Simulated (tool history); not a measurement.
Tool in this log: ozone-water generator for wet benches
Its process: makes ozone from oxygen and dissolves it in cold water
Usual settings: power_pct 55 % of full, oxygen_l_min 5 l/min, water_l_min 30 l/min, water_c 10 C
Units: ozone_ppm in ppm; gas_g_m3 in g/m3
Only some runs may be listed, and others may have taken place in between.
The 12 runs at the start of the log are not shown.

Run 13, day 22.767: usual settings but oxygen_l_min 3.15 l/min. Result: ozone_ppm 13.6 ppm, gas_g_m3 212.2 g/m3.
Run 14, day 24.154: usual settings but oxygen_l_min 3.15 l/min. Result: ozone_ppm 13.6 ppm, gas_g_m3 214.1 g/m3.
Run 15, day 25.921: usual settings but oxygen_l_min 3.15 l/min. Result: ozone_ppm 13.5 ppm, gas_g_m3 214.8 g/m3.
Run 16, day 28.171: usual settings but water_l_min 20 l/min. Result: ozone_ppm 21.1 ppm, gas_g_m3 157.7 g/m3.
Run 17, day 29.612: usual settings but power_pct 65 % of full, oxygen_l_min 7.81 l/min, water_l_min 44 l/min, water_c 7 C. Result: ozone_ppm 11.7 ppm, gas_g_m3 138.1 g/m3.
Run 18, day 31.3: usual settings but power_pct 41 % of full, oxygen_l_min 4.66 l/min, water_l_min 44 l/min, water_c 7 C. Result: ozone_ppm 7.2 ppm, gas_g_m3 129.9 g/m3.
Run 19, day 33.958: usual settings but water_c 14 C. Result: ozone_ppm 13.6 ppm, gas_g_m3 159.1 g/m3.
At day 34.571: water thermometer calibrated.
Run 20, day 35.358: usual settings but water_c 14 C. Result: ozone_ppm 14 ppm, gas_g_m3 158.6 g/m3.
Run 21, day 37.825: usual settings but water_c 14 C. Result: ozone_ppm 14.2 ppm, gas_g_m3 159.5 g/m3.
Run 22, day 40.383: usual settings but water_c 14 C. Result: ozone_ppm 13.7 ppm, gas_g_m3 157.8 g/m3.
Run 23, day 42.554: usual settings but power_pct 87 % of full, oxygen_l_min 7.7 l/min, water_c 14 C. Result: ozone_ppm 20.4 ppm, gas_g_m3 180.9 g/m3.
Run 24, day 44.088: usual settings but power_pct 99 % of full, water_l_min 24 l/min, water_c 15 C. Result: ozone_ppm 27.9 ppm, gas_g_m3 265.8 g/m3.
Run 25, day 46.4: usual settings but power_pct 99 % of full, water_l_min 20 l/min, water_c 5 C. Result: ozone_ppm 36.6 ppm, gas_g_m3 261.7 g/m3.
Run 26, day 48.008: usual settings but power_pct 57 % of full, water_l_min 20 l/min, water_c 7 C. Result: ozone_ppm 22.3 ppm, gas_g_m3 164.6 g/m3.
Run 27, day 50.479: usual settings but power_pct 65 % of full, oxygen_l_min 7.4 l/min, water_l_min 20 l/min, water_c 7 C. Result: ozone_ppm 24.7 ppm, gas_g_m3 140.6 g/m3.
Run 28, day 52.438: usual settings but power_pct 73 % of full, water_l_min 33 l/min, water_c 9 C. Result: ozone_ppm 17 ppm, gas_g_m3 202.9 g/m3.
Run 29, day 55.238: usual settings but power_pct 45 % of full, oxygen_l_min 4.07 l/min, water_c 17 C. Result: ozone_ppm 11.2 ppm, gas_g_m3 151.8 g/m3.
Run 30, day 58.046: usual settings but oxygen_l_min 2.83 l/min, water_l_min 46 l/min, water_c 5 C. Result: ozone_ppm 8.1 ppm, gas_g_m3 227.7 g/m3.
Run 31, day 59.258: usual settings but oxygen_l_min 2.83 l/min, water_l_min 46 l/min, water_c 5 C. Result: ozone_ppm 8 ppm, gas_g_m3 227.5 g/m3.
Run 32, day 60.512: usual settings but oxygen_l_min 2.83 l/min, water_l_min 46 l/min, water_c 5 C. Result: ozone_ppm 8 ppm, gas_g_m3 227.7 g/m3.

5 options for the next run, each taken on its own from the tool as it stands now. Forecast them:
Run A, day 62.592: usual settings but power_pct 49 % of full. Result: ozone_ppm ?, gas_g_m3 ?.
Run B, day 62.592: usual settings but power_pct 56 % of full, oxygen_l_min 2.83 l/min, water_l_min 46 l/min, water_c 7 C. Result: ozone_ppm ?, gas_g_m3 ?.
Run C, day 62.592: usual settings but oxygen_l_min 3.13 l/min, water_l_min 37 l/min. Result: ozone_ppm ?, gas_g_m3 ?.
Run D, day 62.592: usual settings but oxygen_l_min 4.26 l/min, water_l_min 22 l/min. Result: ozone_ppm ?, gas_g_m3 ?.
Run E, day 62.592: usual settings but oxygen_l_min 2.83 l/min, water_l_min 24 l/min, water_c 18 C. Result: ozone_ppm ?, gas_g_m3 ?.

run  ozone_ppm  gas_g_m3
  A       12.8     143.4
  B        8.2     231.5
  C       10.5     214.3
  D       19.4     176.3
  E       15.8     227.5
What these runs would have given with no unlogged condition in the tool:
run  ozone_ppm  gas_g_m3
  A       12.8     143.5
  B        8.2     231.7
  C       10.6     214.4
  D       19.4     176.5
  E       15.8     227.7

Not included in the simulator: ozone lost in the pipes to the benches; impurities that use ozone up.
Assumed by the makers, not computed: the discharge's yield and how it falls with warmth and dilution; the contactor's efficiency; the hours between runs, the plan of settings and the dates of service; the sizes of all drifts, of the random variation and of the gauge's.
